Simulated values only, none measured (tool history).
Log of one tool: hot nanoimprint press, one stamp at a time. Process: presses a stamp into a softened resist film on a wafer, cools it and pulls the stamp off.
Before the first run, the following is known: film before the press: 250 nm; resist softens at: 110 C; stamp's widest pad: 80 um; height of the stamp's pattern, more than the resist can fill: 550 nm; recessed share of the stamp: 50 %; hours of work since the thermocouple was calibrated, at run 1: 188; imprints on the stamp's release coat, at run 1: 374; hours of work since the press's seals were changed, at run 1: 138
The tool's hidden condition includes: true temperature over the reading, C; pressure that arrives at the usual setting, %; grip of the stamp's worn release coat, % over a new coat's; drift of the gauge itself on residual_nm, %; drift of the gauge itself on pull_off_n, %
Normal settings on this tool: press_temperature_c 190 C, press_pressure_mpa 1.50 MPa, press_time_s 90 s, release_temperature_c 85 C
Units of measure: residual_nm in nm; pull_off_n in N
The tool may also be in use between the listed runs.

run	day	press_temperature_c	press_pressure_mpa	press_time_s	release_temperature_c	hours of work since the thermocouple was calibrated	imprints on the stamp's release coat	hours of work since the press's seals were changed	residual_nm	pull_off_n
1	0.000	190	1.50	90	85	188	374	138	91.8	155
2	0.612	187	1.50	90	85	195	398	146	104.5	157
3	1.054	187	1.50	90	85	201	414	151	104.6	158
4	1.450	187	1.50	90	85	206	429	156	104.0	157
5	2.008	187	1.50	90	85	213	450	163	105.4	157
6	2.317	187	1.50	90	85	216	462	167	105.3	158
7	2.604	190	1.50	90	85	220	473	170	93.5	158
8	2.933	200	1.50	90	85	224	485	174	61.0	156
9	3.250	200	1.50	90	85	228	497	178	61.1	157
10	3.867	200	1.50	90	85	236	520	186	61.4	160
11	4.133	190	1.50	106	85	239	530	189	86.3	156
12	4.633	190	1.50	106	85	245	549	196	87.2	158
13	5.038	186	1.50	106	85	250	564	201	103.8	155
14	5.338	186	1.50	106	85	254	576	204	103.4	153
15	5.708	190	0.97	90	85	259	590	209	112.6	155
16	6.142	190	1.04	123	85	264	606	214	96.5	156
# day 6.171: gauge calibrated
17	6.546	190	1.04	123	85	269	621	220	93.7	155
# day 7.092: plate thermocouple calibrated
18	7.171	178	1.96	96	85	1	640	226	133.8	159
19	7.658	178	1.96	96	85	7	658	232	133.5	158
20	8.142	178	1.52	155	85	13	677	238	122.6	160
21	8.629	190	1.70	90	85	19	695	244	87.6	157
22	9.250	185	1.70	90	89	27	718	252	109.3	149
23	9.625	185	1.36	85	78	32	733	256	122.2	169
24	9.904	185	1.36	85	78	35	743	260	121.4	169
25	10.238	185	1.36	85	78	39	756	264	122.0	168
26	10.558	191	1.36	158	78	43	768	268	72.7	173
27	10.862	187	1.56	68	71	47	779	272	116.9	183
28	11.208	200	2.08	50	92	51	792	276	69.5	143
29	11.738	200	2.08	50	92	58	812	283	69.7	143

Predict each of these 3 candidate next runs independently; none follows another, all start after run 29:
A	12.038	184	2.08	77	92	62	823	286	?	?
B	12.038	200	2.14	50	92	62	823	286	?	?
C	12.038	200	2.08	48	92	62	823	286	?	?

run	residual_nm	pull_off_n
A	112.7	146
B	69.4	146
C	71.4	142
Stripped of hidden state, with their random variation kept, the same runs would have yielded:
run	residual_nm	pull_off_n
A	109.9	145
B	67.6	146
C	69.6	141
